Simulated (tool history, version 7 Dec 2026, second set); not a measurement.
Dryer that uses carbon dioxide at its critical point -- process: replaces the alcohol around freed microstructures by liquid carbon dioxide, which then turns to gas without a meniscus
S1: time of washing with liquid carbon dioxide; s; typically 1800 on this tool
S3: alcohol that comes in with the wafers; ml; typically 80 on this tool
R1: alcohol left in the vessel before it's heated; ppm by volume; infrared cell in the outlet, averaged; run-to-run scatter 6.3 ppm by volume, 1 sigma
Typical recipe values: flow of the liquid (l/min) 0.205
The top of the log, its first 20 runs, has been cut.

run 21 day=8.992 | S1=1260 flow_of_the_liquid_(l/min)=0.341 S3=70 | R1=346
run 22 day=9.562 | S1=1260 flow_of_the_liquid_(l/min)=0.341 S3=70 | R1=352
run 23 day=9.979 | S1=2700 flow_of_the_liquid_(l/min)=0.132 S3=90 | R1=793
-- day=10.275 inlet filter changed
run 24 day=10.312 | S1=2700 flow_of_the_liquid_(l/min)=0.132 S3=90 | R1=382
run 25 day=10.846 | S1=2700 flow_of_the_liquid_(l/min)=0.132 S3=90 | R1=400
run 26 day=11.121 | S1=1260 flow_of_the_liquid_(l/min)=0.152 S3=39 | R1=2016
run 27 day=11.762 | S1=1320 flow_of_the_liquid_(l/min)=0.174 S3=64 | R1=2014
run 28 day=12.329 | S1=2820 flow_of_the_liquid_(l/min)=0.162 S3=55 | R1=142
run 29 day=12.938 | S1=1740 flow_of_the_liquid_(l/min)=0.135 S3=55 | R1=1519
run 30 day=13.596 | S1=1740 flow_of_the_liquid_(l/min)=0.135 S3=55 | R1=1558
run 31 day=14.104 | S1=1740 flow_of_the_liquid_(l/min)=0.162 S3=83 | R1=1256
run 32 day=14.612 | S1=1800 flow_of_the_liquid_(l/min)=0.162 S3=31 | R1=483
run 33 day=15.088 | S1=1260 flow_of_the_liquid_(l/min)=0.328 S3=115 | R1=383
run 34 day=15.567 | S1=2700 flow_of_the_liquid_(l/min)=0.205 S3=80 | R1=114
run 35 day=15.992 | S1=2700 flow_of_the_liquid_(l/min)=0.205 S3=80 | R1=120

What if the next run were any one of these 5? Each begins from the tool's condition after run 35:
run A day=16.404 | S1=2340 flow_of_the_liquid_(l/min)=0.205 S3=26 | R1=?
run B day=16.404 | S1=1800 flow_of_the_liquid_(l/min)=0.137 S3=80 | R1=?
run C day=16.404 | S1=2640 flow_of_the_liquid_(l/min)=0.269 S3=30 | R1=?
run D day=16.404 | S1=1800 flow_of_the_liquid_(l/min)=0.205 S3=23 | R1=?
run E day=16.404 | S1=1380 flow_of_the_liquid_(l/min)=0.293 S3=80 | R1=?

run=A R1=120
run=B R1=2108
run=C R1=95
run=D R1=200
run=E R1=321
Without the tool's hidden state the same runs would have given:
run=A R1=22
run=B R1=1553
run=C R1=7
run=D R1=82
run=E R1=156

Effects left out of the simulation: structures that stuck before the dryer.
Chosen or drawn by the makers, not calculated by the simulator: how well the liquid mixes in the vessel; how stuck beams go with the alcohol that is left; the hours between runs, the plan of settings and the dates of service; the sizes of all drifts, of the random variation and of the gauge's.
